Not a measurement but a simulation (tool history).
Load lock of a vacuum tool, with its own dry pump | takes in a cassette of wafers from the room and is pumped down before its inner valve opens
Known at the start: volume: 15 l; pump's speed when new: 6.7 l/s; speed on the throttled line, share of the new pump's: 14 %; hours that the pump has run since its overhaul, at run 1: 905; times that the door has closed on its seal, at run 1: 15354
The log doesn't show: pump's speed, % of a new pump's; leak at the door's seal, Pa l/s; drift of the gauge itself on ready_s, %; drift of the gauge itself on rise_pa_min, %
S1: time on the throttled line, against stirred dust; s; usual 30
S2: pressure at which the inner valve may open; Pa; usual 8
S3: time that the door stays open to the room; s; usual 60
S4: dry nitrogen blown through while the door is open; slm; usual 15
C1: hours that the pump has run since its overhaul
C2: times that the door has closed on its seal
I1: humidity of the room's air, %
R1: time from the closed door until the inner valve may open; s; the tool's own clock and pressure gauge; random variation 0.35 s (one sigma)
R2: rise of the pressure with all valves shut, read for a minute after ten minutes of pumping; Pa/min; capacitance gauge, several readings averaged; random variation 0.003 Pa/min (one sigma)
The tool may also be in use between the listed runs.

run 1 hour=0 | S1=30 S2=8 S3=60 S4=15 | C1=905 C2=15354 | I1=44.5 | R1=46.6 R2=0.045
run 2 hour=343.4 | S1=30 S2=8 S3=60 S4=15 | C1=1249 C2=16347 | I1=44.6 | R1=47.2 R2=0.04
run 3 hour=810.8 | S1=30 S2=8 S3=60 S4=15 | C1=1716 C2=17700 | I1=46.9 | R1=47 R2=0.043
run 4 hour=1326.9 | S1=30 S2=8 S3=60 S4=15 | C1=2232 C2=19193 | I1=45.9 | R1=47.2 R2=0.046
run 5 hour=1867 | S1=30 S2=8 S3=60 S4=15 | C1=2772 C2=20756 | I1=48.2 | R1=47.3 R2=0.047
run 6 hour=2089 | S1=30 S2=8 S3=60 S4=15 | C1=2994 C2=21398 | I1=44.9 | R1=47.1 R2=0.046
run 7 hour=2494.8 | S1=30 S2=8 S3=60 S4=15 | C1=3400 C2=22572 | I1=44.2 | R1=47.2 R2=0.045
run 8 hour=2999.1 | S1=41 S2=8 S3=60 S4=15 | C1=3904 C2=24031 | I1=43.4 | R1=56.5 R2=0.04
run 9 hour=3526.3 | S1=41 S2=8 S3=60 S4=15 | C1=4431 C2=25557 | I1=44.4 | R1=57 R2=0.042
run 10 hour=4030.2 | S1=41 S2=8 S3=60 S4=15 | C1=4935 C2=27015 | I1=44.4 | R1=55.8 R2=0.052
run 11 hour=4571.6 | S1=30 S2=14 S3=60 S4=15 | C1=5477 C2=28581 | I1=46.5 | R1=45.5 R2=0.04
run 12 hour=4938.9 | S1=30 S2=14 S3=60 S4=15 | C1=5844 C2=29644 | I1=43.7 | R1=45.5 R2=0.044
run 13 hour=5211.6 | S1=30 S2=13 S3=60 S4=15 | C1=6117 C2=30433 | I1=47.1 | R1=45.6 R2=0.048
-- hour=5394.5 door's seal changed, seat wiped
run 14 hour=5605 | S1=30 S2=13 S3=60 S4=15 | C1=6509 C2=609 | I1=45.3 | R1=45.8 R2=0.042
run 15 hour=6049.4 | S1=42 S2=10 S3=34 S4=33 | C1=6953 C2=1894 | I1=43.4 | R1=57 R2=0.022
run 16 hour=6460 | S1=20 S2=8 S3=60 S4=9 | C1=7364 C2=3083 | I1=41.1 | R1=39 R2=0.049
run 17 hour=6950.9 | S1=20 S2=8 S3=60 S4=9 | C1=7855 C2=4503 | I1=43.9 | R1=38.6 R2=0.049
run 18 hour=7451.6 | S1=20 S2=8 S3=60 S4=9 | C1=8355 C2=5952 | I1=46.6 | R1=38.3 R2=0.058
run 19 hour=7996.7 | S1=20 S2=8 S3=60 S4=9 | C1=8900 C2=7529 | I1=48.2 | R1=38.3 R2=0.056
run 20 hour=8386.8 | S1=20 S2=8 S3=60 S4=9 | C1=9290 C2=8658 | I1=48.8 | R1=38.1 R2=0.053
run 21 hour=8759.4 | S1=30 S2=9 S3=54 S4=15 | C1=9663 C2=9736 | I1=45.4 | R1=46.8 R2=0.043
run 22 hour=9037.1 | S1=32 S2=7 S3=189 S4=24 | C1=9941 C2=10539 | I1=44.4 | R1=49.2 R2=0.049
run 23 hour=9454.8 | S1=20 S2=12 S3=154 S4=26 | C1=10358 C2=11748 | I1=42.3 | R1=38 R2=0.044
run 24 hour=9843 | S1=20 S2=12 S3=154 S4=26 | C1=10747 C2=12871 | I1=42.9 | R1=37.2 R2=0.047
run 25 hour=10134.1 | S1=30 S2=11 S3=73 S4=15 | C1=11038 C2=13713 | I1=42.3 | R1=46 R2=0.044
run 26 hour=10507.3 | S1=28 S2=7 S3=73 S4=15 | C1=11411 C2=14793 | I1=47 | R1=45.7 R2=0.05

Forecast each of these 5 alternatives for the next run:
run A hour=10797.8 | S1=28 S2=9 S3=113 S4=15 | C1=11702 C2=15634 | I1=44.9 | R1=? R2=?
run B hour=10797.8 | S1=16 S2=8 S3=73 S4=6 | C1=11702 C2=15634 | I1=43.9 | R1=? R2=?
run C hour=10797.8 | S1=51 S2=7 S3=70 S4=23 | C1=11702 C2=15634 | I1=46.9 | R1=? R2=?
run D hour=10797.8 | S1=30 S2=6 S3=100 S4=15 | C1=11702 C2=15634 | I1=46.4 | R1=? R2=?
run E hour=10797.8 | S1=41 S2=13 S3=82 S4=15 | C1=11702 C2=15634 | I1=48.2 | R1=? R2=?

run=A R1=44.9 R2=0.05
run=B R1=34.3 R2=0.065
run=C R1=65 R2=0.037
run=D R1=48.5 R2=0.057
run=E R1=55.9 R2=0.054
Without the tool's hidden state the same runs would have given:
run=A R1=44.9 R2=0.049
run=B R1=34.3 R2=0.064
run=C R1=65 R2=0.036
run=D R1=48.5 R2=0.056
run=E R1=55.9 R2=0.053

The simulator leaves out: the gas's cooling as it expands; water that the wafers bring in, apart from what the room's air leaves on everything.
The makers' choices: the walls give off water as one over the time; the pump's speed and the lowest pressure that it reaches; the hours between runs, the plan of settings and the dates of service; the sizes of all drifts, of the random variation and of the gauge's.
